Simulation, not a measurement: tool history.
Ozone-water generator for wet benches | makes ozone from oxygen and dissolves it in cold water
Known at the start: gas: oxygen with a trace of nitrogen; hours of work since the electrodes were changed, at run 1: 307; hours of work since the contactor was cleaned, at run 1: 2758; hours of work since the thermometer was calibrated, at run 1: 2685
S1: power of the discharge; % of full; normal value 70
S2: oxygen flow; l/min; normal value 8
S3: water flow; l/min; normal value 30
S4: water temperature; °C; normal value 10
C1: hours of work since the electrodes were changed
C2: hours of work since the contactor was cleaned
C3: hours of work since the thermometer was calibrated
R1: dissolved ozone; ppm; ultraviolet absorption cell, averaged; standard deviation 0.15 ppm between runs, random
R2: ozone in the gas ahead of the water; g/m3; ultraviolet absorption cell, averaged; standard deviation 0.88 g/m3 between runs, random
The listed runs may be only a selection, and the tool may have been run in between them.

run   hour  S1     S2  S3  S4    C1    C2    C3    R1     R2
  1      0  70      8  30  10   307  2758  2685  18.2  142.8
  2   32.8  42      8  30  10   339  2790  2717  13.9  109.7
  3   64.5  42      8  48  10   370  2821  2748   9.3  108.5
  4   79.3  42      8  48  10   384  2835  2762   9.2  107.7
  5  103.2  42      8  48  10   408  2858  2785   9.3  108.1
  6  137.6  42      8  48  10   441  2892  2819   9.5  107.3
  7  152.6  70      8  30   8   456  2906  2833  18.6  142.3
  8    170  70   4.93  30   8   473  2923  2850  18.1  192.3
  9  185.3  70      8  18  10   488  2938  2865  25.7  142.8
 10  207.8  70      8  20  10   509  2960  2887  24.1  139.8
 11  223.2  70      8  20  10   524  2975  2902    24  140.8
     225.3  -- water thermometer calibrated
 12  240.1  70      8  23  10   540  2991    14  21.8  141.3
 13  274.9  89      8  30  10   574  3025    48  20.7  160.1
 14    292  70      8  30  10   591  3042    65  18.1  141.3
 15  309.1  70      8  30  10   607  3058    81  18.2  142.3
 16    336  70      8  30  10   634  3084   108  17.8  140.5
 17  350.3  74      8  30  10   648  3098   122  18.5  144.2
 18  379.6  70      8  30   9   676  3127   150  18.2  140.8
 19  399.8  92      8  30  14   696  3146   170  19.5  165.1
     411.6  -- water thermometer calibrated, once more
 20  433.7  50  12.49  20  10   728  3179    21  18.5   89.3
 21  457.5  70      8  40  11   751  3202    45  14.3  140.5
 22  476.2  70    8.6  40  11   769  3220    63  14.1    135
 23  496.5  58    8.6  40  11   789  3240    83  12.8  120.8
 24  519.9  58    8.6  40  11   812  3263   105  13.1  120.8
 25  549.8  93   9.32  23  11   841  3292   134  24.2  148.5
 26  570.7  93   9.32  23  11   861  3312   155  24.3  146.4
 27  585.4  93   9.32  23  11   876  3326   169  24.3  148.3
 28  618.7  93   9.32  23  11   908  3359   201  24.2  144.3
 29  645.2  45   6.63  26  10   934  3385   227  15.7  122.9
 30  663.6  46   6.63  26  10   952  3403   245  15.8  124.8
 31    693  63   6.63  23  10   980  3431   274  20.6  147.4
 32  708.7  70      8  44  10   996  3446   289    13  137.7
 33  739.3  62      8  31  10  1025  3476   319  16.3  129.6

Alternative continuations, all from the tool just after run 33; predict every row:
  A  773.4  90     8  31  10  1059  3509  352   ?   ?
  B  773.4  71  6.67  31  10  1059  3509  352   ?   ?
  C  773.4  70  9.21  30   7  1059  3509  352   ?   ?

run    R1     R2
  A  19.3    157
  B  17.1  154.7
  C  18.2  127.6
With the hidden condition removed and each run's random variation left untouched, the same runs would have given:
run    R1     R2
  A    21  165.5
  B  18.5  162.3
  C  19.6  133.7
